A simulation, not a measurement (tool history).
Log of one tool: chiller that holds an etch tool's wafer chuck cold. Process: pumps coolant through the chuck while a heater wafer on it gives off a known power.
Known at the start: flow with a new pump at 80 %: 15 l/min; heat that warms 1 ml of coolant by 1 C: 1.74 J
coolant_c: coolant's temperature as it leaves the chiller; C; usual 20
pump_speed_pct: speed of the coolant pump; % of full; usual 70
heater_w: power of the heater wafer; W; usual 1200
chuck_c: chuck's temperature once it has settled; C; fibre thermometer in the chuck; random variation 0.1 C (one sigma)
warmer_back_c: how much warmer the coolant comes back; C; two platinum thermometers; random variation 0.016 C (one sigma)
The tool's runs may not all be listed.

| run | hour | coolant_c | pump_speed_pct | heater_w | chuck_c | warmer_back_c |
|---|---|---|---|---|---|---|
| 1 | 0.0 | 20 | 70 | 1200 | 30.6 | 3.14 |
| 2 | 85.8 | 20 | 70 | 1200 | 30.6 | 3.15 |
| 3 | 174.2 | 20 | 67 | 1200 | 30.8 | 3.29 |
| 4 | 255.6 | 20 | 70 | 1200 | 30.6 | 3.13 |
| 5 | 309.2 | 20 | 70 | 1200 | 30.7 | 3.16 |
| 6 | 385.5 | 20 | 70 | 1200 | 30.5 | 3.15 |
| 7 | 479.6 | 20 | 70 | 1200 | 30.5 | 3.16 |
| 8 | 526.2 | 25 | 70 | 1200 | 35.4 | 3.12 |
|  | 581.6 | chiller's thermometer calibrated |
| 9 | 628.5 | 27 | 70 | 1200 | 37.7 | 3.13 |
| 10 | 720.9 | 27 | 70 | 1200 | 37.5 | 3.14 |
| 11 | 776.4 | 20 | 70 | 1200 | 30.7 | 3.11 |
| 12 | 832.6 | 20 | 70 | 1200 | 30.5 | 3.13 |
| 13 | 927.7 | 20 | 70 | 1200 | 30.7 | 3.15 |
| 14 | 976.8 | 20 | 83 | 1200 | 29.6 | 2.65 |
| 15 | 1069.6 | 20 | 83 | 1200 | 29.6 | 2.61 |
| 16 | 1163.6 | 20 | 82 | 677 | 25.5 | 1.52 |
| 17 | 1207.8 | 20 | 82 | 677 | 25.4 | 1.52 |
| 18 | 1274.2 | 26 | 70 | 1506 | 39.2 | 3.92 |
| 19 | 1374.7 | 26 | 96 | 846 | 32.2 | 1.62 |
| 20 | 1460.3 | 12 | 72 | 1200 | 22.4 | 3.05 |
| 21 | 1562.9 | 14 | 68 | 1200 | 24.9 | 3.23 |
| 22 | 1636.2 | 17 | 70 | 1786 | 32.7 | 4.67 |
| 23 | 1694.3 | 19 | 99 | 720 | 24.3 | 1.32 |
| 24 | 1742.4 | 23 | 99 | 720 | 28.3 | 1.32 |
| 25 | 1820.4 | 23 | 99 | 644 | 27.6 | 1.19 |
| 26 | 1913.8 | 24 | 65 | 1154 | 34.7 | 3.22 |
| 27 | 1992.2 | 12 | 65 | 987 | 21.1 | 2.74 |
| 28 | 2090.4 | 12 | 65 | 987 | 21.1 | 2.78 |
| 29 | 2195.2 | 16 | 75 | 1375 | 27.8 | 3.38 |
| 30 | 2261.4 | 20 | 70 | 978 | 28.7 | 2.58 |

Forecast each of these 3 alternatives for the next run:
| A | 2326.6 | 20 | 77 | 967 | ? | ? |
| B | 2326.6 | 20 | 69 | 1200 | ? | ? |
| C | 2326.6 | 20 | 70 | 661 | ? | ? |

| run | chuck_c | warmer_back_c |
|---|---|---|
| A | 28.0 | 2.32 |
| B | 30.8 | 3.16 |
| C | 25.9 | 1.69 |
Without the tool's hidden state the same runs would have given:
| run | chuck_c | warmer_back_c |
|---|---|---|
| A | 28.0 | 2.32 |
| B | 30.8 | 3.16 |
| C | 25.9 | 1.69 |

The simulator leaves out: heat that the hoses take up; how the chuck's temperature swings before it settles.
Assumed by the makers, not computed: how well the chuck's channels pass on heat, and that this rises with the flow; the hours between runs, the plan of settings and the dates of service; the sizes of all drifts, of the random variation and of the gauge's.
